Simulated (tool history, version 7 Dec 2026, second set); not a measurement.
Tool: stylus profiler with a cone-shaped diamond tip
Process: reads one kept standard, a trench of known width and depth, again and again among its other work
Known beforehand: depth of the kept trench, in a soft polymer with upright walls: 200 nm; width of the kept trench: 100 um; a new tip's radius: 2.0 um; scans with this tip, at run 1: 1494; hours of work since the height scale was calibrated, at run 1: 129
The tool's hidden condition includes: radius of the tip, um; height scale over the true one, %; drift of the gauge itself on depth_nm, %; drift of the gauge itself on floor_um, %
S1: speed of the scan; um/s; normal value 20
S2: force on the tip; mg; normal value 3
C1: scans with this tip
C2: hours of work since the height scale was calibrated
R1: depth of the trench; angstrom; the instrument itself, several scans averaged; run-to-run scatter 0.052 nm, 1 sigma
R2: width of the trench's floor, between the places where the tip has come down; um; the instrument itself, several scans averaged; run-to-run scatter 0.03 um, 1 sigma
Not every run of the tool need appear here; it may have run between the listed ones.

run 1 hour=0 | S1=20 S2=3 | C1=1494 C2=129 | R1=2028 R2=98.1
run 2 hour=18.3 | S1=20 S2=3 | C1=1588 C2=137 | R1=2028.2 R2=98.15
run 3 hour=28.2 | S1=20 S2=3 | C1=1639 C2=142 | R1=2027.9 R2=98.13
run 4 hour=44.4 | S1=20 S2=3 | C1=1722 C2=149 | R1=2028.3 R2=98.13
run 5 hour=54.4 | S1=20 S2=3 | C1=1774 C2=153 | R1=2028.2 R2=98.15
run 6 hour=72.7 | S1=20 S2=3 | C1=1868 C2=161 | R1=2027.4 R2=98.16
run 7 hour=83.4 | S1=20 S2=3 | C1=1923 C2=166 | R1=2028 R2=98.17
run 8 hour=96.5 | S1=20 S2=3 | C1=1991 C2=172 | R1=2028.8 R2=98.16
run 9 hour=110.6 | S1=20 S2=5.25 | C1=2063 C2=178 | R1=2040.5 R2=98.13
run 10 hour=119.7 | S1=20 S2=5.25 | C1=2110 C2=182 | R1=2040.7 R2=98.08
run 11 hour=129.9 | S1=20 S2=2.68 | C1=2163 C2=187 | R1=2026.1 R2=98.12
run 12 hour=146.1 | S1=20 S2=3 | C1=2246 C2=194 | R1=2028.6 R2=98.08
run 13 hour=157.4 | S1=20 S2=3 | C1=2304 C2=199 | R1=2027.9 R2=98.06
run 14 hour=168.9 | S1=20 S2=3 | C1=2364 C2=204 | R1=2027.7 R2=98.09
run 15 hour=180.6 | S1=20 S2=3 | C1=2424 C2=209 | R1=2028 R2=98.1
run 16 hour=193.7 | S1=20 S2=3 | C1=2492 C2=215 | R1=2028.3 R2=98.14
run 17 hour=213.1 | S1=20 S2=3 | C1=2591 C2=224 | R1=2027.9 R2=98.09
run 18 hour=232.6 | S1=29 S2=3 | C1=2692 C2=233 | R1=2028.3 R2=98.03
run 19 hour=240.9 | S1=29 S2=3 | C1=2735 C2=236 | R1=2028.7 R2=98.02
run 20 hour=250.7 | S1=29 S2=3 | C1=2785 C2=241 | R1=2028.1 R2=98.06
run 21 hour=261.6 | S1=45 S2=3 | C1=2841 C2=246 | R1=2028.9 R2=97.93
run 22 hour=278.2 | S1=45 S2=3 | C1=2927 C2=253 | R1=2029.1 R2=97.98
run 23 hour=292.7 | S1=45 S2=3 | C1=3001 C2=259 | R1=2028.7 R2=97.97
run 24 hour=309 | S1=14 S2=2.32 | C1=3086 C2=267 | R1=2025.2 R2=98.15
run 25 hour=318 | S1=9 S2=3 | C1=3132 C2=271 | R1=2028.7 R2=98.17
run 26 hour=326.3 | S1=9 S2=3 | C1=3175 C2=274 | R1=2028.6 R2=98.18
run 27 hour=342.7 | S1=20 S2=2.99 | C1=3259 C2=282 | R1=2028.7 R2=98.08
run 28 hour=356.8 | S1=18 S2=1.39 | C1=3332 C2=288 | R1=2017.6 R2=98.06
run 29 hour=369.4 | S1=18 S2=1.39 | C1=3397 C2=294 | R1=2017.7 R2=98.02
run 30 hour=379.4 | S1=39 S2=2.37 | C1=3448 C2=298 | R1=2024.9 R2=97.91
-- hour=381.4 height scale calibrated on a step standard
run 31 hour=393.9 | S1=30 S2=3.11 | C1=3520 C2=6 | R1=2029.6 R2=98.11
run 32 hour=412.5 | S1=9 S2=3 | C1=3616 C2=14 | R1=2029.1 R2=98.19
run 33 hour=426.4 | S1=20 S2=3.24 | C1=3688 C2=20 | R1=2030.2 R2=98.09
run 34 hour=443.7 | S1=79 S2=2.61 | C1=3777 C2=28 | R1=2026.9 R2=97.71
run 35 hour=459 | S1=79 S2=2.61 | C1=3856 C2=35 | R1=2028 R2=97.71
run 36 hour=470.8 | S1=79 S2=2.61 | C1=3917 C2=40 | R1=2026.4 R2=97.69
run 37 hour=483 | S1=79 S2=2.61 | C1=3980 C2=45 | R1=2027.7 R2=97.67
-- hour=494.5 height scale calibrated on a step standard, once more
run 38 hour=495 | S1=31 S2=2.28 | C1=4039 C2=0 | R1=2021.8 R2=98.01
run 39 hour=503.3 | S1=31 S2=2.28 | C1=4082 C2=4 | R1=2021.8 R2=98.03
run 40 hour=515.9 | S1=31 S2=2.98 | C1=4146 C2=10 | R1=2027.5 R2=98.02
run 41 hour=534.4 | S1=60 S2=4.49 | C1=4242 C2=18 | R1=2035 R2=97.89
run 42 hour=542.6 | S1=60 S2=6.61 | C1=4284 C2=21 | R1=2046.3 R2=98.01
run 43 hour=559.1 | S1=50 S2=1.02 | C1=4369 C2=29 | R1=2013.5 R2=97.66
run 44 hour=576.9 | S1=26 S2=1.92 | C1=4461 C2=37 | R1=2020.7 R2=97.98
run 45 hour=589 | S1=26 S2=1.92 | C1=4523 C2=42 | R1=2020.6 R2=97.99
run 46 hour=600.6 | S1=26 S2=1.92 | C1=4583 C2=47 | R1=2019.9 R2=97.96

Pick out some run-to-run changes in R1. Of each, how much would a tool without hidden state show as well, from the settings, what came in and chance, and how much is left for the hidden state and any gauge scatter not in both results compared?
Run 2 -> 3: no setting touched and nothing written in the log between the runs. R1 -0.3 angstrom: hidden state -0.1, all else -0.2.
Run 8 -> 9: S2 3 -> 5.25. R1 +11.7 angstrom: hidden state -0.1, all else +11.8.
Run 10 -> 11: S2 5.25 -> 2.68. R1 -14.6 angstrom: hidden state +0, all else -14.6.
Run 30 -> 31: S1 39 -> 30, S2 2.37 -> 3.11, height scale calibrated on a step standard. R1 +4.7 angstrom: hidden state +0.2, all else +4.5.
Run 37 -> 38: S1 79 -> 31, S2 2.61 -> 2.28, height scale calibrated on a step standard, once more. R1 -5.9 angstrom: hidden state -2, all else -3.9.
Run 42 -> 43: S1 60 -> 50, S2 6.61 -> 1.02. R1 -32.8 angstrom: hidden state +0.1, all else -32.9.

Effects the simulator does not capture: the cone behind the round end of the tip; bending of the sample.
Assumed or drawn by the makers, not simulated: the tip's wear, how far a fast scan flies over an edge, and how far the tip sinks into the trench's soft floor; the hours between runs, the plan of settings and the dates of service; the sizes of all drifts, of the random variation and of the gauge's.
